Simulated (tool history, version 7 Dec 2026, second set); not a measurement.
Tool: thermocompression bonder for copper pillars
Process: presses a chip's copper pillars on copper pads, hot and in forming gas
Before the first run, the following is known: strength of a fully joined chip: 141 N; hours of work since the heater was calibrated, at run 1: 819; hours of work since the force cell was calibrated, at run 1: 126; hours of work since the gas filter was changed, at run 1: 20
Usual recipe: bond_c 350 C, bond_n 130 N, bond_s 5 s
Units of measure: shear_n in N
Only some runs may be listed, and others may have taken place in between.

run,hour,bond_c,bond_n,bond_s,hours of work since the heater was calibrated,hours of work since the force cell was calibrated,hours of work since the gas filter was changed,shear_n
1,0,350,130,5,819,126,20,78.2
2,12.5,350,130,5,825,132,27,80.3
3,19,350,127,5,828,135,30,78.9
4,28.5,350,125,5,833,140,35,76.6
5,36.3,350,125,5,837,144,39,76.8
6,47.4,350,130,5,843,150,45,79.1
7,57.9,350,130,5,848,155,50,76.1
8,67.7,350,130,5,853,160,55,77.3
9,78.2,350,130,5,859,166,60,76.9
10,93,350,96,5,866,173,68,59.1
11,106.8,350,130,8,873,181,75,91.5
12,121.7,350,83,5,881,188,83,48.8
13,129.4,350,83,5,885,192,87,49.1
14,136.9,342,83,5,889,196,91,44.6
15,149,330,130,3,895,202,97,49.3
16,156.1,330,92,13,899,206,100,60.6
17,167.9,350,130,5,905,212,107,77
18,176.8,380,127,8,909,217,111,107.4
19,191,366,164,7,917,224,118,110.7
20,203,366,83,13,923,230,125,80
21,212.8,366,83,13,928,235,130,78.7
22,226.7,361,160,5,935,242,137,97.4
23,234.4,372,86,5,939,246,141,64.9
24,245.5,372,86,5,945,252,146,63.8
25,252.7,368,130,15,949,256,150,110.5

Below, each run's measurement less what the same run would have read without the hidden state. Both values contain the same run-to-run variation, but the gauge's scatter may not be the same in both:
Unlogged tool condition in this case: true temperature of the bond over the reading, C; force that reaches the chip, % of what is set; oxide that the forming gas leaves, % of the face; drift of the gauge itself on shear_n, %.
run,shear_n
1,-4.7
2,-5
3,-5.1
4,-5.3
5,-5.5
6,-5.6
7,-5.7
8,-6
9,-6.1
10,-5.6
11,-7.2
12,-5.2
13,-5.4
14,-5
15,-5.8
16,-6.7
17,-7.7
18,-8.1
19,-8.4
20,-8.2
21,-8.3
22,-9.4
23,-7.8
24,-7.8
25,-9.5
